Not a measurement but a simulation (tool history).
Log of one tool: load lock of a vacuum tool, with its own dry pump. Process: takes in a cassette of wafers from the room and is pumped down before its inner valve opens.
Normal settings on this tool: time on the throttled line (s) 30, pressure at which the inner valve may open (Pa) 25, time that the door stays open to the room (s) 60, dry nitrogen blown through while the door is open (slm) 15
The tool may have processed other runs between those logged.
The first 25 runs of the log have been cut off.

run    hour  time on the throttled line (s)  pressure at which the inner valve may open (Pa)  time that the door stays open to the room (s)  dry nitrogen blown through while the door is open (slm)  hours that the pump has run since its overhaul  times that the door has closed on its seal  incoming humidity of the room's air, %  time from the closed door until the inner valve may open (s)  rise of the pressure with all valves shut (Pa/min)
 26  3112.9                              17                                               22                                             45                                                        6                                            7333                                       18767                                    41.3                                                          64.7                                               0.272
 27  3218.2                              51                                               22                                             45                                                        4                                            7438                                       18946                                    45.6                                                          88.1                                               0.288
 28  3358.0                              51                                               25                                             45                                                        4                                            7578                                       19184                                    44.2                                                          87.6                                               0.288
 29  3502.9                              57                                               25                                             45                                                        7                                            7723                                       19430                                    46.7                                                          91.7                                               0.291
 30  3628.6                              47                                               21                                             60                                                       34                                            7848                                       19643                                    46.5                                                          85.4                                               0.265
 31  3799.2                              30                                               50                                             50                                                       29                                            8019                                       19933                                    46.2                                                          68.5                                               0.278
 32  3984.4                              30                                               50                                             50                                                       29                                            8204                                       20248                                    48.3                                                          69.4                                               0.289
 33  4075.6                              38                                               50                                            211                                                       18                                            8295                                       20403                                    45.6                                                          75.5                                               0.314
 34  4192.6                              51                                               18                                             60                                                       15                                            8412                                       20601                                    43.7                                                          90.0                                               0.305
 35  4327.5                              51                                               18                                             60                                                       15                                            8547                                       20831                                    44.2                                                          89.6                                               0.316
 36  4432.0                              51                                               18                                             60                                                       30                                            8652                                       21008                                    47.4                                                          90.3                                               0.306
 37  4515.3                              51                                               18                                             60                                                       30                                            8735                                       21149                                    41.2                                                          89.4                                               0.300
 38  4651.5                              51                                               18                                             49                                                        5                                            8871                                       21381                                    43.1                                                          91.2                                               0.336

Below are 3 alternative next runs, each starting from the tool's condition after run 38. Predict each:
  A  4770.5                              26                                               28                                             49                                                        7                                            8990                                       21583                                    46.1                                                             ?                                                   ?
  B  4770.5                              33                                               18                                             49                                                       42                                            8990                                       21583                                    45.4                                                             ?                                                   ?
  C  4770.5                              30                                               25                                            150                                                       15                                            8990                                       21583                                    45.0                                                             ?                                                   ?

run  time from the closed door until the inner valve may open (s)  rise of the pressure with all valves shut (Pa/min)
  A                                                          71.6                                               0.338
  B                                                          78.8                                               0.320
  C                                                          74.3                                               0.337
With no hidden state in the tool, these same runs would have given:
run  time from the closed door until the inner valve may open (s)  rise of the pressure with all valves shut (Pa/min)
  A                                                          65.5                                               0.041
  B                                                          72.6                                               0.022
  C                                                          68.2                                               0.042

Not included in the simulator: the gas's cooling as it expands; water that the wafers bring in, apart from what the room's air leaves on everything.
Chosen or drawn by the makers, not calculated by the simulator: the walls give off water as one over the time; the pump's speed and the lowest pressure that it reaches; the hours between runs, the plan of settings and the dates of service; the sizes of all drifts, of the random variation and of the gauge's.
